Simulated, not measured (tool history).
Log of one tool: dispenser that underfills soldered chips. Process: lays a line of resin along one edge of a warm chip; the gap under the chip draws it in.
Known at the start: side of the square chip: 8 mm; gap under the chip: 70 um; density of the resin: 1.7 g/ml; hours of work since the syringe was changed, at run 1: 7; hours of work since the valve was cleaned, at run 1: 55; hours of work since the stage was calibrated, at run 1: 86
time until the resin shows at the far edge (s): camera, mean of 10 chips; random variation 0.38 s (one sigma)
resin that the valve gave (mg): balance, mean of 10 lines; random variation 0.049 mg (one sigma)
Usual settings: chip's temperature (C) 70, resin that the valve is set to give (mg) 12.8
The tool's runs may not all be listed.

run	hour	chip's temperature (C)	resin that the valve is set to give (mg)	hours of work since the syringe was changed	hours of work since the valve was cleaned	hours of work since the stage was calibrated	time until the resin shows at the far edge (s)	resin that the valve gave (mg)
1	0.0	70	12.8	7	55	86	41.9	12.28
# hour 4.8: new syringe of resin
2	4.8	70	12.8	0	58	90	22.8	12.35
3	8.4	70	12.8	3	61	93	28.5	12.16
4	11.7	70	12.8	5	63	95	35.4	12.25
5	15.8	70	12.8	8	67	98	46.5	12.16
# hour 18.9: new syringe of resin
6	18.9	65	12.8	0	69	100	29.8	12.08
7	21.4	65	12.8	2	71	102	35.1	12.12
8	26.2	65	12.8	6	74	106	48.0	12.15
# hour 29.2: dispensing valve cleaned and set on the balance
9	33.0	65	12.8	10	3	110	71.9	12.71
# hour 34.1: new syringe of resin
10	38.1	65	12.8	3	7	114	39.0	12.65
11	41.2	58	12.8	5	9	116	70.0	12.73
12	45.1	58	12.8	8	12	119	91.5	12.72
# hour 48.3: new syringe of resin
13	50.4	70	16.3	2	16	123	25.7	16.18
14	53.9	70	12.8	4	18	126	32.2	12.64
15	59.0	56	12.8	8	22	130	98.0	12.48
# hour 62.7: new syringe of resin
16	62.8	56	12.8	0	25	132	48.6	12.58
17	67.2	71	12.8	3	28	136	28.4	12.57
18	72.4	71	12.8	7	32	140	40.8	12.57
19	75.9	57	13.8	10	35	142	109.0	13.47
# hour 77.0: new syringe of resin
20	79.3	76	12.8	2	37	145	18.4	12.40
21	81.9	76	12.8	4	39	147	23.0	12.42
22	84.4	56	12.1	6	41	149	79.8	11.70
23	88.3	79	11.2	9	44	152	30.9	10.78
# hour 91.4: new syringe of resin
24	91.4	79	14.5	0	46	154	13.6	13.94
25	94.5	79	14.5	2	49	156	16.5	13.96
26	99.7	79	14.5	6	53	160	23.5	13.94
# hour 105.6: new syringe of resin
27	105.8	58	16.0	0	57	164	42.0	15.36
28	108.8	82	16.3	2	59	167	14.7	15.52
29	113.1	82	16.3	6	63	170	19.4	15.58
30	116.9	57	12.7	9	66	173	94.9	12.11
# hour 120.2: new syringe of resin
31	121.5	70	11.0	1	69	176	23.7	10.42
32	124.4	70	16.2	3	71	178	28.2	15.27
33	128.5	74	15.9	6	74	182	30.2	15.07
# hour 131.3: dispensing valve cleaned and set on the balance
# hour 135.4: new syringe of resin
34	135.4	74	15.9	0	3	186	17.7	15.80
35	140.0	77	15.2	4	6	189	20.5	15.09
36	145.6	72	13.1	8	11	194	39.2	13.00

How the hidden state differs across the entries between the runs, from the last listed run before each to the first after it:
Between runs 1 and 2: new syringe of resin (hour 4.8)
  resin's viscosity, % of fresh resin's: 185.2 -> 99.3; dose that the valve gives, % of what is set: 96.04 -> 95.77; true chip temperature over the reading, C: 0.48 -> 0.5
  measured less the result without the state, time until the resin shows at the far edge (s): +18.7 -> -0.7; resin that the valve gave (mg): -0.50 -> -0.54
Between runs 5 and 6: new syringe of resin (hour 18.9)
  resin's viscosity, % of fresh resin's: 208.6 -> 100.3; dose that the valve gives, % of what is set: 95.15 -> 94.99; true chip temperature over the reading, C: 0.56 -> 0.57
  measured less the result without the state, time until the resin shows at the far edge (s): +23.7 -> -0.7; resin that the valve gave (mg): -0.63 -> -0.64
Between runs 8 and 9: dispensing valve cleaned and set on the balance (hour 29.2)
  resin's viscosity, % of fresh resin's: 163.9 -> 242; dose that the valve gives, % of what is set: 94.59 -> 99.69; true chip temperature over the reading, C: 0.6 -> 0.63
  measured less the result without the state, time until the resin shows at the far edge (s): +18.1 -> +41.3; resin that the valve gave (mg): -0.69 -> -0.04
Between runs 9 and 10: new syringe of resin (hour 34.1)
  resin's viscosity, % of fresh resin's: 242 -> 132.7; dose that the valve gives, % of what is set: 99.69 -> 99.41; true chip temperature over the reading, C: 0.63 -> 0.65
  measured less the result without the state, time until the resin shows at the far edge (s): +41.3 -> +8.6; resin that the valve gave (mg): -0.04 -> -0.07
Between runs 12 and 13: new syringe of resin (hour 48.3)
  resin's viscosity, % of fresh resin's: 212.3 -> 115.6; dose that the valve gives, % of what is set: 99.01 -> 98.74; true chip temperature over the reading, C: 0.68 -> 0.71
  measured less the result without the state, time until the resin shows at the far edge (s): +46.7 -> +2.6; resin that the valve gave (mg): -0.13 -> -0.20
Between runs 15 and 16: new syringe of resin (hour 62.7)
  resin's viscosity, % of fresh resin's: 205.9 -> 101.1; dose that the valve gives, % of what is set: 98.25 -> 98.07; true chip temperature over the reading, C: 0.75 -> 0.77
  measured less the result without the state, time until the resin shows at the far edge (s): +48.6 -> -1.5; resin that the valve gave (mg): -0.23 -> -0.25
Between runs 19 and 20: new syringe of resin (hour 77.0)
  resin's viscosity, % of fresh resin's: 244.2 -> 117.8; dose that the valve gives, % of what is set: 97.3 -> 97.13; true chip temperature over the reading, C: 0.83 -> 0.84
  measured less the result without the state, time until the resin shows at the far edge (s): +62.3 -> +2.2; resin that the valve gave (mg): -0.38 -> -0.37
Between runs 23 and 24: new syringe of resin (hour 91.4)
  resin's viscosity, % of fresh resin's: 216.2 -> 98.2; dose that the valve gives, % of what is set: 96.59 -> 96.41; true chip temperature over the reading, C: 0.88 -> 0.9
  measured less the result without the state, time until the resin shows at the far edge (s): +16.2 -> -0.8; resin that the valve gave (mg): -0.38 -> -0.52
Between runs 26 and 27: new syringe of resin (hour 105.6)
  resin's viscosity, % of fresh resin's: 171.1 -> 100.7; dose that the valve gives, % of what is set: 95.93 -> 95.57; true chip temperature over the reading, C: 0.93 -> 0.96
  measured less the result without the state, time until the resin shows at the far edge (s): +9.2 -> -2.0; resin that the valve gave (mg): -0.59 -> -0.71
Between runs 30 and 31: new syringe of resin (hour 120.2)
  resin's viscosity, % of fresh resin's: 212.6 -> 107.5; dose that the valve gives, % of what is set: 94.96 -> 94.69; true chip temperature over the reading, C: 1.01 -> 1.03
  measured less the result without the state, time until the resin shows at the far edge (s): +47.9 -> +0.7; resin that the valve gave (mg): -0.65 -> -0.58
Between runs 33 and 34: dispensing valve cleaned and set on the balance (hour 131.3); new syringe of resin (hour 135.4)
  resin's viscosity, % of fresh resin's: 171.4 -> 100.7; dose that the valve gives, % of what is set: 94.29 -> 99.63; true chip temperature over the reading, C: 1.06 -> 1.09
  measured less the result without the state, time until the resin shows at the far edge (s): +11.5 -> -0.9; resin that the valve gave (mg): -0.91 -> -0.06
